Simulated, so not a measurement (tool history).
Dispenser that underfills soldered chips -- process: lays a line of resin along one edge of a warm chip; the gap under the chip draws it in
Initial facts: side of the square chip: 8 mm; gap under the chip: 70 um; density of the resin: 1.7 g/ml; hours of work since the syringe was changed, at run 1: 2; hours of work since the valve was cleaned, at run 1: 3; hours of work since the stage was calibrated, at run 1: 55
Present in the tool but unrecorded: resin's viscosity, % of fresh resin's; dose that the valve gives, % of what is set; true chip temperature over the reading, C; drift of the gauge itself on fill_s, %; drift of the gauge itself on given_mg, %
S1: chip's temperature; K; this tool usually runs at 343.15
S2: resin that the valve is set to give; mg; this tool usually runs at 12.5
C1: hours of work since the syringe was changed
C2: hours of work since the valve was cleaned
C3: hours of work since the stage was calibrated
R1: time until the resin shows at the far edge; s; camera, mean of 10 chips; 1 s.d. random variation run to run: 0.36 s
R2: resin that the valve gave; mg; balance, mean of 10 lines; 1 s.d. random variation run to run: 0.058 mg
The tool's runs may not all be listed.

Run 1, hour 0: usual settings; C1 2; C2 3; C3 55. Result: R1 22 s, R2 12.47 mg.
Run 2, hour 4: usual settings; C1 5; C2 6; C3 58. Result: R1 26.5 s, R2 12.43 mg.
At hour 7.3: new syringe of resin.
Run 3, hour 10.2: usual settings but S1 344.15 K; C1 2; C2 11; C3 62. Result: R1 22 s, R2 12.34 mg.
At hour 16.2: new syringe of resin.
Run 4, hour 16.2: usual settings but S1 346.15 K; C1 0; C2 15; C3 67. Result: R1 17.6 s, R2 12.34 mg.
Run 5, hour 21.2: usual settings but S1 346.15 K; C1 4; C2 19; C3 70. Result: R1 22.4 s, R2 12.45 mg.
Run 6, hour 23.6: usual settings; C1 6; C2 21; C3 72. Result: R1 27.9 s, R2 12.33 mg.
At hour 25.1: new syringe of resin.
Run 7, hour 27.5: usual settings but S2 10.7 mg; C1 2; C2 23; C3 75. Result: R1 22.5 s, R2 10.58 mg.
Run 8, hour 32.7: usual settings but S2 10.7 mg; C1 6; C2 27; C3 79. Result: R1 28.3 s, R2 10.53 mg.
At hour 34: new syringe of resin.
Run 9, hour 38.7: usual settings but S1 333.15 K; C1 4; C2 32; C3 83. Result: R1 37.1 s, R2 12.26 mg.
At hour 43: new syringe of resin.
Run 10, hour 43.2: usual settings but S1 333.15 K; C1 0; C2 35; C3 87. Result: R1 30.6 s, R2 12.35 mg.
Run 11, hour 47.2: usual settings but S1 333.15 K; C1 3; C2 38; C3 90. Result: R1 35.8 s, R2 12.21 mg.
At hour 51.8: new syringe of resin.
Run 12, hour 52.4: usual settings; C1 0; C2 42; C3 93. Result: R1 20.4 s, R2 12.29 mg.
Run 13, hour 55: usual settings; C1 2; C2 44; C3 95. Result: R1 23.1 s, R2 12.26 mg.
Run 14, hour 57.4: usual settings; C1 4; C2 46; C3 97. Result: R1 25.9 s, R2 12.16 mg.
At hour 60.7: new syringe of resin.
Run 15, hour 63: usual settings; C1 2; C2 50; C3 101. Result: R1 21.9 s, R2 12.14 mg.
Run 16, hour 65.5: usual settings but S2 16 mg; C1 4; C2 52; C3 103. Result: R1 23.4 s, R2 15.5 mg.
At hour 69.6: new syringe of resin.
Run 17, hour 69.7: usual settings but S2 16 mg; C1 0; C2 55; C3 106. Result: R1 19.9 s, R2 15.66 mg.
Run 18, hour 75.4: usual settings but S1 331.15 K; C1 4; C2 59; C3 110. Result: R1 41.6 s, R2 12.14 mg.
At hour 78.4: new syringe of resin.
Run 19, hour 79.1: usual settings but S1 331.15 K; C1 1; C2 62; C3 113. Result: R1 32.7 s, R2 12.1 mg.
Run 20, hour 83.8: usual settings but S1 331.15 K; C1 4; C2 65; C3 117. Result: R1 40.8 s, R2 12.19 mg.
At hour 87.2: new syringe of resin.
Run 21, hour 87.8: usual settings but S1 331.15 K; C1 0; C2 68; C3 119. Result: R1 33.8 s, R2 12.08 mg.
Run 22, hour 90.6: usual settings but S1 333.15 K, S2 13.8 mg; C1 3; C2 70; C3 122. Result: R1 34.2 s, R2 13.3 mg.
Run 23, hour 94.4: usual settings but S1 333.15 K, S2 13.8 mg; C1 5; C2 73; C3 124. Result: R1 40.7 s, R2 13.31 mg.
At hour 96.1: new syringe of resin.
At hour 98.7: dispensing valve cleaned and set on the balance.
Run 24, hour 100.5: usual settings but S1 333.15 K, S2 13.8 mg; C1 3; C2 1; C3 128. Result: R1 35 s, R2 13.87 mg.
Run 25, hour 104: usual settings but S1 333.15 K, S2 13.8 mg; C1 5; C2 4; C3 131. Result: R1 40.3 s, R2 13.86 mg.
At hour 106.2: new syringe of resin.
Run 26, hour 107: usual settings but S1 333.15 K, S2 13.8 mg; C1 1; C2 6; C3 133. Result: R1 29.7 s, R2 13.85 mg.
Run 27, hour 110.6: usual settings but S1 333.15 K, S2 13.4 mg; C1 3; C2 9; C3 136. Result: R1 35.8 s, R2 13.5 mg.
Run 28, hour 113.6: usual settings but S1 350.15 K, S2 16 mg; C1 6; C2 11; C3 138. Result: R1 20 s, R2 15.96 mg.
At hour 115: new syringe of resin.
Run 29, hour 118.3: usual settings but S1 350.15 K, S2 16 mg; C1 3; C2 15; C3 141. Result: R1 16.9 s, R2 16.01 mg.
Run 30, hour 122.3: usual settings but S1 350.15 K, S2 11.7 mg; C1 6; C2 18; C3 144. Result: R1 21 s, R2 11.61 mg.
At hour 123.8: new syringe of resin.
Run 31, hour 125.9: usual settings but S1 356.15 K, S2 13.7 mg; C1 2; C2 20; C3 147. Result: R1 13.4 s, R2 13.7 mg.
Run 32, hour 128.3: usual settings but S1 356.15 K, S2 13.7 mg; C1 3; C2 22; C3 149. Result: R1 14.8 s, R2 13.64 mg.
At hour 132.9: new syringe of resin.
Run 33, hour 133.2: usual settings but S1 333.15 K, S2 13 mg; C1 0; C2 25; C3 152. Result: R1 30.3 s, R2 12.9 mg.
Run 34, hour 138.3: usual settings but S1 333.15 K, S2 13 mg; C1 4; C2 29; C3 156. Result: R1 37.6 s, R2 12.94 mg.
At hour 142: new syringe of resin.
Run 35, hour 142.6: usual settings but S1 336.15 K, S2 13 mg; C1 0; C2 32; C3 159. Result: R1 26.4 s, R2 12.83 mg.
Run 36, hour 148: usual settings but S1 345.15 K, S2 13.1 mg; C1 5; C2 37; C3 163. Result: R1 23.9 s, R2 12.93 mg.
At hour 151.3: new syringe of resin.
Run 37, hour 151.4: usual settings but S1 345.15 K, S2 13.1 mg; C1 0; C2 39; C3 166. Result: R1 18.2 s, R2 12.9 mg.

For each entry between runs, how does the tool's hidden state at the last listed run before it compare with that at the first listed run after it?
Runs 2 to 3: new syringe of resin (hour 7.3)
  resin's viscosity, % of fresh resin's: 131 -> 113.9; dose that the valve gives, % of what is set: 99.49 -> 99.3; true chip temperature over the reading, C: -0.1 -> -0.08
  the result without the hidden state subtracted from the measured one, R1: +6.3 -> +2.8 s; R2: -0.07 -> -0.09 mg
Runs 3 to 4: new syringe of resin (hour 16.2)
  resin's viscosity, % of fresh resin's: 113.9 -> 100.2; dose that the valve gives, % of what is set: 99.3 -> 99.12; true chip temperature over the reading, C: -0.08 -> -0.06
  the result without the hidden state subtracted from the measured one, R1: +2.8 -> +0.1 s; R2: -0.09 -> -0.11 mg
Runs 6 to 7: new syringe of resin (hour 25.1)
  resin's viscosity, % of fresh resin's: 139 -> 109.8; dose that the valve gives, % of what is set: 98.88 -> 98.77; true chip temperature over the reading, C: -0.03 -> -0.02
  the result without the hidden state subtracted from the measured one, R1: +7.8 -> +2.1 s; R2: -0.14 -> -0.13 mg
Runs 8 to 9: new syringe of resin (hour 34)
  resin's viscosity, % of fresh resin's: 138.6 -> 123.5; dose that the valve gives, % of what is set: 98.59 -> 98.42; true chip temperature over the reading, C: 0.01 -> 0.03
  the result without the hidden state subtracted from the measured one, R1: +7.9 -> +7.1 s; R2: -0.15 -> -0.2 mg
Runs 9 to 10: new syringe of resin (hour 43)
  resin's viscosity, % of fresh resin's: 123.5 -> 101.5; dose that the valve gives, % of what is set: 98.42 -> 98.28; true chip temperature over the reading, C: 0.03 -> 0.04
  the result without the hidden state subtracted from the measured one, R1: +7.1 -> +0.5 s; R2: -0.2 -> -0.21 mg
Runs 11 to 12: new syringe of resin (hour 51.8)
  resin's viscosity, % of fresh resin's: 120.9 -> 102.6; dose that the valve gives, % of what is set: 98.16 -> 98; true chip temperature over the reading, C: 0.06 -> 0.08
  the result without the hidden state subtracted from the measured one, R1: +6.3 -> +0.5 s; R2: -0.22 -> -0.25 mg
Runs 14 to 15: new syringe of resin (hour 60.7)
  resin's viscosity, % of fresh resin's: 128.6 -> 108.6; dose that the valve gives, % of what is set: 97.84 -> 97.67; true chip temperature over the reading, C: 0.1 -> 0.12
  the result without the hidden state subtracted from the measured one, R1: +5.7 -> +1.7 s; R2: -0.27 -> -0.29 mg
Runs 16 to 17: new syringe of resin (hour 69.6)
  resin's viscosity, % of fresh resin's: 121.4 -> 101.3; dose that the valve gives, % of what is set: 97.59 -> 97.47; true chip temperature over the reading, C: 0.13 -> 0.14
  the result without the hidden state subtracted from the measured one, R1: +4.1 -> +0.2 s; R2: -0.38 -> -0.41 mg
Runs 18 to 19: new syringe of resin (hour 78.4)
  resin's viscosity, % of fresh resin's: 130.4 -> 102.6; dose that the valve gives, % of what is set: 97.29 -> 97.18; true chip temperature over the reading, C: 0.16 -> 0.18
  the result without the hidden state subtracted from the measured one, R1: +9.6 -> +0.7 s; R2: -0.34 -> -0.36 mg
Runs 20 to 21: new syringe of resin (hour 87.2)
  resin's viscosity, % of fresh resin's: 126.3 -> 103.7; dose that the valve gives, % of what is set: 97.03 -> 96.9; true chip temperature over the reading, C: 0.2 -> 0.21
  the result without the hidden state subtracted from the measured one, R1: +8.3 -> +1 s; R2: -0.37 -> -0.39 mg
Runs 23 to 24: new syringe of resin (hour 96.1); dispensing valve cleaned and set on the balance (hour 98.7)
  resin's viscosity, % of fresh resin's: 138.7 -> 117.3; dose that the valve gives, % of what is set: 96.69 -> 100.34; true chip temperature over the reading, C: 0.24 -> 0.25
  the result without the hidden state subtracted from the measured one, R1: +11 -> +4.9 s; R2: -0.46 -> +0.04 mg
Runs 25 to 26: new syringe of resin (hour 106.2)
  resin's viscosity, % of fresh resin's: 137.1 -> 103; dose that the valve gives, % of what is set: 100.24 -> 100.16; true chip temperature over the reading, C: 0.27 -> 0.28
  the result without the hidden state subtracted from the measured one, R1: +10.5 -> +0.5 s; R2: +0.03 -> +0.03 mg
Runs 28 to 29: new syringe of resin (hour 115)
  resin's viscosity, % of fresh resin's: 138 -> 115.4; dose that the valve gives, % of what is set: 99.96 -> 99.82; true chip temperature over the reading, C: 0.3 -> 0.32
  the result without the hidden state subtracted from the measured one, R1: +5.4 -> +2.1 s; R2: -0.01 -> -0.03 mg
Runs 30 to 31: new syringe of resin (hour 123.8)
  resin's viscosity, % of fresh resin's: 137.7 -> 110.4; dose that the valve gives, % of what is set: 99.69 -> 99.59; true chip temperature over the reading, C: 0.33 -> 0.35
  the result without the hidden state subtracted from the measured one, R1: +5.5 -> +1.1 s; R2: -0.03 -> -0.05 mg
Runs 32 to 33: new syringe of resin (hour 132.9)
  resin's viscosity, % of fresh resin's: 122.9 -> 99.9; dose that the valve gives, % of what is set: 99.52 -> 99.37; true chip temperature over the reading, C: 0.36 -> 0.37
  the result without the hidden state subtracted from the measured one, R1: +2.6 -> -0.5 s; R2: -0.06 -> -0.09 mg
Runs 34 to 35: new syringe of resin (hour 142)
  resin's viscosity, % of fresh resin's: 125.2 -> 104; dose that the valve gives, % of what is set: 99.21 -> 99.08; true chip temperature over the reading, C: 0.4 -> 0.41
  the result without the hidden state subtracted from the measured one, R1: +7 -> +0.6 s; R2: -0.1 -> -0.12 mg
Runs 36 to 37: new syringe of resin (hour 151.3)
  resin's viscosity, % of fresh resin's: 132.4 -> 100.6; dose that the valve gives, % of what is set: 98.91 -> 98.82; true chip temperature over the reading, C: 0.43 -> 0.45
  the result without the hidden state subtracted from the measured one, R1: +5.6 -> -0.1 s; R2: -0.14 -> -0.16 mg
